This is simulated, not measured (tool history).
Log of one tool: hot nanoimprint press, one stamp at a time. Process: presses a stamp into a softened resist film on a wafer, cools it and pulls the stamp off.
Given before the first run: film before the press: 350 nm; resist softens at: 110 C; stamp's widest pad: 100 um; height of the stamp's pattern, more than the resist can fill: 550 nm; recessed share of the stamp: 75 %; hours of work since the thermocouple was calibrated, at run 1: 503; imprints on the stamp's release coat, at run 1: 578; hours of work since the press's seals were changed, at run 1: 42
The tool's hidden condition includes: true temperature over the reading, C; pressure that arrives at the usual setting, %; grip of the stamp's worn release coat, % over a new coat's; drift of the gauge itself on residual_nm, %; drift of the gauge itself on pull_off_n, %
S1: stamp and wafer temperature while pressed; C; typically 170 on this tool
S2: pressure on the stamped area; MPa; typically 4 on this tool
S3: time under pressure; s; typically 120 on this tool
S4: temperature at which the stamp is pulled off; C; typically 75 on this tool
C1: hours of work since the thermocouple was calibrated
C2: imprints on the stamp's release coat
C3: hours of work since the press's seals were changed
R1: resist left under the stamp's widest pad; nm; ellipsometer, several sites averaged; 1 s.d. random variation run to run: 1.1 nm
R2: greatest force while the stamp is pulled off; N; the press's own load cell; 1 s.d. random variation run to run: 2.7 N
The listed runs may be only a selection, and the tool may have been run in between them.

run,hour,S1,S2,S3,S4,C1,C2,C3,R1,R2
1,0,170,4,120,75,503,578,42,164.5,154
2,8.9,170,4,120,75,509,606,47,164.4,148
# hour 19.1: stamp cleaned and given a new release coat
3,26.7,166,4,120,75,515,23,54,192.3,152
4,33.2,166,4,120,75,519,43,57,194,152
5,44.8,170,4,120,73,525,78,64,164.5,152
6,55.6,170,4,120,63,531,112,70,162.8,161
7,65.9,175,4,120,63,537,143,76,136,165
8,80.6,172,4,120,75,546,189,84,151.4,151
9,90.8,172,4,120,75,551,220,90,152.3,147
10,103.8,172,4,120,75,559,260,97,149.5,153
11,117.4,172,4,120,75,566,302,105,153.4,149
# hour 127.7: plate thermocouple calibrated
12,130.4,170,4,120,75,2,333,110,166.2,154
13,139.7,170,4,120,66,7,361,116,166.2,161
14,150,170,5.43,120,66,13,393,121,145.7,159
15,161.7,170,4.48,120,66,19,429,128,159.4,163
16,171.4,165,5.06,219,63,25,459,134,146.8,168
17,183.6,170,2.81,114,75,32,496,140,194.3,153
18,194.2,170,2.81,114,75,37,529,146,194.3,152
19,200.7,170,2.81,114,75,41,549,150,194.6,155
20,216.2,170,2.81,114,75,50,596,159,193.5,150
# hour 229.7: stamp cleaned and given a new release coat
21,236.3,170,2.81,114,75,58,20,167,191.5,155
22,247.4,165,3.4,60,76,64,54,173,260.2,148
23,256.4,177,4,90,75,69,82,178,141.4,149
24,267.6,170,4.68,120,64,75,116,184,157.2,159
25,281.4,160,2.47,143,72,83,159,192,260,158
26,291.6,166,4,101,75,89,190,198,207.5,150
27,302,169,3.11,98,75,95,222,204,203.4,152
28,315.6,169,3.11,98,75,103,264,211,202.7,153
29,326.4,169,3.11,98,75,109,297,218,202.2,151

Branching from run 29: 3 alternative next runs. What would each branch give?
A,334.5,170,4.53,60,75,113,322,222,?,?
B,334.5,168,3.25,120,75,113,322,222,?,?
C,334.5,169,6.12,91,75,113,322,222,?,?

run,R1,R2
A,206.8,153
B,192.8,151
C,163.7,151
With no hidden state in the tool, these same runs would have given:
run,R1,R2
A,207.1,152
B,193.1,150
C,163.9,150

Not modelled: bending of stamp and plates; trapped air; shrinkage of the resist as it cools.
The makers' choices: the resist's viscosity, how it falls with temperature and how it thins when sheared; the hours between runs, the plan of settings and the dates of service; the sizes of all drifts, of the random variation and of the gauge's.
